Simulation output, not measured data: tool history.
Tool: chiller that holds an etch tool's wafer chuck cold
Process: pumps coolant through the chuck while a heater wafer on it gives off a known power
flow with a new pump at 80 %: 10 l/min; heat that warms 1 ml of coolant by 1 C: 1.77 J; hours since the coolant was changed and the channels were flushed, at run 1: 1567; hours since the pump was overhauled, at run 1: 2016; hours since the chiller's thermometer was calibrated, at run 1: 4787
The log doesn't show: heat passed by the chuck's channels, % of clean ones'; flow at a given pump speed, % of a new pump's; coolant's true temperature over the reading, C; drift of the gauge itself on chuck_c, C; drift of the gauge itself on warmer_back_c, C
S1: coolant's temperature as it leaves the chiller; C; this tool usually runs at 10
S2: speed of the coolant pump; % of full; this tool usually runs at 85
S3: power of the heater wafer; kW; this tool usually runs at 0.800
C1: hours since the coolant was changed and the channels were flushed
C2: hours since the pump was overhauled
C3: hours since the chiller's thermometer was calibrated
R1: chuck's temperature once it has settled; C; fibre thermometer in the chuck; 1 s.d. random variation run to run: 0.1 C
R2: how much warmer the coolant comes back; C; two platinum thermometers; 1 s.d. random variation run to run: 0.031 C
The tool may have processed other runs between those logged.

run 1 hour=0.0 | S1=10 S2=85 S3=0.800 | C1=1567 C2=2016 C3=4787 | R1=16.5 R2=2.67
run 2 hour=73.2 | S1=10 S2=85 S3=0.800 | C1=1641 C2=2089 C3=4860 | R1=16.5 R2=2.59
run 3 hour=166.3 | S1=10 S2=85 S3=0.800 | C1=1734 C2=2182 C3=4953 | R1=16.5 R2=2.64
run 4 hour=234.3 | S1=10 S2=85 S3=0.800 | C1=1802 C2=2250 C3=5021 | R1=16.6 R2=2.67
run 5 hour=306.9 | S1=10 S2=85 S3=0.705 | C1=1874 C2=2322 C3=5093 | R1=16.0 R2=2.32
-- hour=409.2 chiller's thermometer calibrated
run 6 hour=431.6 | S1=10 S2=85 S3=0.800 | C1=1998 C2=2446 C3=22 | R1=16.1 R2=2.66
run 7 hour=553.9 | S1=10 S2=85 S3=0.800 | C1=2120 C2=2568 C3=145 | R1=16.1 R2=2.69
run 8 hour=660.5 | S1=10 S2=85 S3=0.800 | C1=2227 C2=2675 C3=251 | R1=16.1 R2=2.70
run 9 hour=752.7 | S1=10 S2=80 S3=0.800 | C1=2319 C2=2767 C3=343 | R1=16.4 R2=2.88
run 10 hour=820.3 | S1=2 S2=85 S3=0.800 | C1=2387 C2=2835 C3=411 | R1=8.2 R2=2.65
run 11 hour=888.1 | S1=10 S2=85 S3=0.800 | C1=2455 C2=2903 C3=479 | R1=16.4 R2=2.72
run 12 hour=1010.2 | S1=10 S2=85 S3=0.800 | C1=2577 C2=3025 C3=601 | R1=16.5 R2=2.72
run 13 hour=1125.5 | S1=10 S2=85 S3=0.800 | C1=2692 C2=3140 C3=716 | R1=16.5 R2=2.71
run 14 hour=1208.0 | S1=10 S2=85 S3=0.800 | C1=2774 C2=3223 C3=799 | R1=16.5 R2=2.75
run 15 hour=1331.3 | S1=10 S2=85 S3=0.800 | C1=2898 C2=3346 C3=922 | R1=16.3 R2=2.74
run 16 hour=1385.5 | S1=10 S2=85 S3=0.800 | C1=2952 C2=3400 C3=976 | R1=16.5 R2=2.72
run 17 hour=1504.8 | S1=17 S2=73 S3=1.156 | C1=3071 C2=3519 C3=1096 | R1=27.2 R2=4.59
run 18 hour=1617.0 | S1=9 S2=71 S3=0.800 | C1=3183 C2=3632 C3=1208 | R1=16.2 R2=3.27
run 19 hour=1692.5 | S1=10 S2=72 S3=0.431 | C1=3259 C2=3707 C3=1283 | R1=13.8 R2=1.70
run 20 hour=1814.0 | S1=14 S2=60 S3=1.043 | C1=3380 C2=3829 C3=1405 | R1=24.6 R2=5.00
run 21 hour=1870.2 | S1=10 S2=85 S3=0.479 | C1=3437 C2=3885 C3=1461 | R1=14.0 R2=1.65
run 22 hour=1973.8 | S1=19 S2=85 S3=0.868 | C1=3540 C2=3988 C3=1565 | R1=26.1 R2=2.97
run 23 hour=2055.1 | S1=19 S2=97 S3=0.912 | C1=3622 C2=4070 C3=1646 | R1=26.3 R2=2.79
run 24 hour=2126.3 | S1=19 S2=97 S3=0.912 | C1=3693 C2=4141 C3=1717 | R1=26.1 R2=2.77
run 25 hour=2222.7 | S1=19 S2=97 S3=0.912 | C1=3789 C2=4237 C3=1814 | R1=26.1 R2=2.72
run 26 hour=2334.5 | S1=11 S2=97 S3=0.684 | C1=3901 C2=4349 C3=1925 | R1=16.4 R2=2.02
run 27 hour=2395.6 | S1=2 S2=85 S3=0.800 | C1=3962 C2=4410 C3=1986 | R1=8.8 R2=2.80
run 28 hour=2493.5 | S1=10 S2=85 S3=0.800 | C1=4060 C2=4508 C3=2084 | R1=16.7 R2=2.81
run 29 hour=2584.9 | S1=15 S2=85 S3=0.525 | C1=4151 C2=4599 C3=2176 | R1=19.5 R2=1.85
run 30 hour=2657.2 | S1=7 S2=72 S3=0.800 | C1=4224 C2=4672 C3=2248 | R1=14.4 R2=3.23
run 31 hour=2710.5 | S1=7 S2=72 S3=0.800 | C1=4277 C2=4725 C3=2301 | R1=14.5 R2=3.25
run 32 hour=2768.9 | S1=2 S2=91 S3=0.536 | C1=4335 C2=4783 C3=2360 | R1=6.5 R2=1.73

Alternative continuations, all from the tool just after run 32; predict every row:
run A hour=2832.8 | S1=14 S2=91 S3=0.536 | C1=4399 C2=4847 C3=2424 | R1=? R2=?
run B hour=2832.8 | S1=17 S2=91 S3=0.536 | C1=4399 C2=4847 C3=2424 | R1=? R2=?
run C hour=2832.8 | S1=10 S2=96 S3=1.132 | C1=4399 C2=4847 C3=2424 | R1=? R2=?

run=A R1=18.6 R2=1.79
run=B R1=21.5 R2=1.77
run=C R1=18.9 R2=3.49
With the hidden condition removed and each run's random variation left untouched, the same runs would have given:
run=A R1=17.8 R2=1.65
run=B R1=20.7 R2=1.63
run=C R1=17.5 R2=3.21
